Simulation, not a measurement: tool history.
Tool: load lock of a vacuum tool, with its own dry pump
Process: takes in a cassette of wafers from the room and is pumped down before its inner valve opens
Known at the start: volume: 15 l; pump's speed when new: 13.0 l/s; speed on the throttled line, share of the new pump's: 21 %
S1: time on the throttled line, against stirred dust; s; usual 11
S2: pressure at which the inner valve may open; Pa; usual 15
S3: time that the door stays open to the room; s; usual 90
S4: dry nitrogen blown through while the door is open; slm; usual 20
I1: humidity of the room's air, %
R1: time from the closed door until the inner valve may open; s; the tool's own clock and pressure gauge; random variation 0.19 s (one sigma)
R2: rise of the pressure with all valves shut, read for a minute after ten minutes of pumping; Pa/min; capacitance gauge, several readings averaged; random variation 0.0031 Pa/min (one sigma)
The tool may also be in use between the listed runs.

Run 1, hour 0.0: usual settings; I1 44.8. Result: R1 19.3 s, R2 0.088 Pa/min.
Run 2, hour 448.9: usual settings but S2 10 Pa; I1 46.3. Result: R1 19.1 s, R2 0.089 Pa/min.
Run 3, hour 970.1: usual settings but S2 10 Pa; I1 46.5. Result: R1 19.6 s, R2 0.100 Pa/min.
Run 4, hour 1644.1: usual settings but S2 10 Pa; I1 42.6. Result: R1 19.2 s, R2 0.090 Pa/min.
Run 5, hour 1934.9: usual settings; I1 44.1. Result: R1 18.7 s, R2 0.085 Pa/min.
Run 6, hour 2567.8: usual settings; I1 47.5. Result: R1 19.0 s, R2 0.097 Pa/min.
Run 7, hour 2857.1: usual settings; I1 44.3. Result: R1 18.7 s, R2 0.088 Pa/min.
Run 8, hour 3222.5: usual settings; I1 41.0. Result: R1 19.1 s, R2 0.077 Pa/min.
At hour 3497.8: door's seal changed, seat wiped.
Run 9, hour 3883.6: usual settings but S1 19 s; I1 42.3. Result: R1 25.2 s, R2 0.084 Pa/min.
Run 10, hour 4513.1: usual settings but S1 20 s, S2 16 Pa, S4 5 slm; I1 43.6. Result: R1 25.8 s, R2 0.130 Pa/min.
Run 11, hour 5104.8: usual settings but S1 20 s, S2 16 Pa, S4 40 slm; I1 47.9. Result: R1 26.0 s, R2 0.066 Pa/min.
Run 12, hour 5437.3: usual settings but S2 27 Pa, S3 85 s; I1 41.1. Result: R1 18.3 s, R2 0.081 Pa/min.
Run 13, hour 5780.2: usual settings but S1 7 s, S3 145 s, S4 11 slm; I1 47.0. Result: R1 15.6 s, R2 0.153 Pa/min.
At hour 5877.0: dry pump taken out, an overhauled one fitted.
Run 14, hour 6212.9: usual settings but S1 13 s, S2 23 Pa, S3 82 s, S4 5 slm; I1 44.1. Result: R1 19.9 s, R2 0.119 Pa/min.
Run 15, hour 6517.4: usual settings but S1 13 s, S2 23 Pa, S3 82 s, S4 5 slm; I1 44.4. Result: R1 20.1 s, R2 0.126 Pa/min.
Run 16, hour 6905.3: usual settings but S1 13 s, S2 23 Pa, S3 82 s, S4 5 slm; I1 43.9. Result: R1 20.2 s, R2 0.120 Pa/min.
Run 17, hour 7578.1: usual settings but S1 10 s, S2 23 Pa, S3 143 s, S4 5 slm; I1 45.4. Result: R1 17.7 s, R2 0.179 Pa/min.
Run 18, hour 8162.4: usual settings but S1 10 s, S2 23 Pa, S3 143 s, S4 5 slm; I1 45.3. Result: R1 17.6 s, R2 0.173 Pa/min.

4 ways to go on from here, each from the tool as it stands after run 18. What would each give?
Run A, hour 8632.1: usual settings but S1 10 s, S2 23 Pa, S3 41 s, S4 6 slm; I1 41.8. Result: R1 ?, R2 ?.
Run B, hour 8632.1: usual settings but S2 18 Pa, S3 184 s, S4 15 slm; I1 46.1. Result: R1 ?, R2 ?.
Run C, hour 8632.1: usual settings but S2 16 Pa, S3 82 s; I1 46.3. Result: R1 ?, R2 ?.
Run D, hour 8632.1: usual settings but S1 10 s, S2 12 Pa, S3 143 s, S4 4 slm; I1 43.1. Result: R1 ?, R2 ?.

run    R1     R2
  A  17.6  0.073
  B  18.7  0.156
  C  18.8  0.085
  D  18.2  0.181
Without the tool's hidden state the same runs would have given:
run    R1     R2
  A  17.6  0.073
  B  18.7  0.156
  C  18.8  0.084
  D  18.2  0.180

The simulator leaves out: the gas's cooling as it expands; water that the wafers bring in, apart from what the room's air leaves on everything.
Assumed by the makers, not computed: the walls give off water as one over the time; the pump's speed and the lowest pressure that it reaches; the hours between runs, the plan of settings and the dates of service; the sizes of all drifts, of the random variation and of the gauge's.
